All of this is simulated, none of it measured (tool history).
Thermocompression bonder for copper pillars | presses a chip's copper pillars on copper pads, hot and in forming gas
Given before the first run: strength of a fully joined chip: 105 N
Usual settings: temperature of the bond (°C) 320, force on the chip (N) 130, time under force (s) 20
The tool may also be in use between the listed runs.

| run | hour | temperature of the bond (°C) | force on the chip (N) | time under force (s) | force that shears a chip off (N) |
|---|---|---|---|---|---|
| 1 | 0.0 | 320 | 130 | 20 | 61.8 |
| 2 | 4.8 | 320 | 130 | 20 | 61.7 |
| 3 | 12.9 | 320 | 130 | 20 | 62.2 |
| 4 | 20.1 | 320 | 130 | 20 | 61.1 |
| 5 | 29.2 | 320 | 130 | 20 | 61.8 |
| 6 | 39.5 | 320 | 130 | 20 | 60.9 |
| 7 | 44.9 | 320 | 130 | 20 | 60.8 |
| 8 | 52.9 | 320 | 130 | 20 | 60.2 |
| 9 | 57.9 | 320 | 130 | 20 | 60.0 |
| 10 | 64.0 | 320 | 130 | 20 | 60.8 |
| 11 | 73.0 | 320 | 130 | 20 | 60.9 |
| 12 | 83.1 | 320 | 130 | 20 | 60.0 |
| 13 | 90.8 | 320 | 97 | 20 | 48.7 |
| 14 | 97.7 | 320 | 97 | 20 | 49.6 |
| 15 | 104.2 | 320 | 130 | 29 | 65.3 |
| 16 | 113.5 | 320 | 136 | 20 | 60.1 |
| 17 | 122.6 | 327 | 130 | 20 | 63.4 |
| 18 | 131.1 | 327 | 130 | 20 | 62.4 |
| 19 | 137.0 | 327 | 130 | 20 | 64.1 |
| 20 | 142.5 | 327 | 130 | 20 | 63.2 |
|  | 144.5 | force cell calibrated |
| 21 | 152.8 | 324 | 102 | 24 | 54.7 |
| 22 | 162.2 | 320 | 110 | 33 | 61.9 |
| 23 | 169.1 | 331 | 140 | 24 | 71.2 |
| 24 | 178.5 | 331 | 140 | 24 | 70.2 |
|  | 182.9 | force cell calibrated, once more |
| 25 | 185.2 | 346 | 130 | 54 | 85.7 |
|  | 193.2 | forming gas filter changed |
| 26 | 195.1 | 346 | 130 | 54 | 98.1 |
| 27 | 199.9 | 337 | 127 | 21 | 76.0 |
| 28 | 204.7 | 337 | 127 | 21 | 76.2 |
| 29 | 213.8 | 350 | 82 | 25 | 71.2 |
| 30 | 218.7 | 305 | 82 | 26 | 41.4 |
| 31 | 226.5 | 305 | 82 | 26 | 41.1 |
| 32 | 234.3 | 320 | 96 | 54 | 70.3 |
| 33 | 241.4 | 331 | 192 | 47 | 94.6 |
| 34 | 246.1 | 310 | 163 | 20 | 65.7 |
| 35 | 251.8 | 310 | 163 | 20 | 65.6 |
| 36 | 257.7 | 342 | 103 | 20 | 69.9 |
| 37 | 265.6 | 342 | 103 | 20 | 69.4 |
| 38 | 271.4 | 320 | 144 | 20 | 68.2 |
| 39 | 280.2 | 320 | 144 | 20 | 66.7 |

Forecast each of these 3 alternatives for the next run:
| A | 290.1 | 328 | 91 | 24 | ? |
| B | 290.1 | 337 | 151 | 10 | ? |
| C | 290.1 | 320 | 144 | 11 | ? |

| run | force that shears a chip off (N) |
|---|---|
| A | 57.8 |
| B | 67.0 |
| C | 55.8 |
Without the tool's unlogged condition, the same runs would have read:
| run | force that shears a chip off (N) |
|---|---|
| A | 65.4 |
| B | 74.7 |
| C | 63.6 |
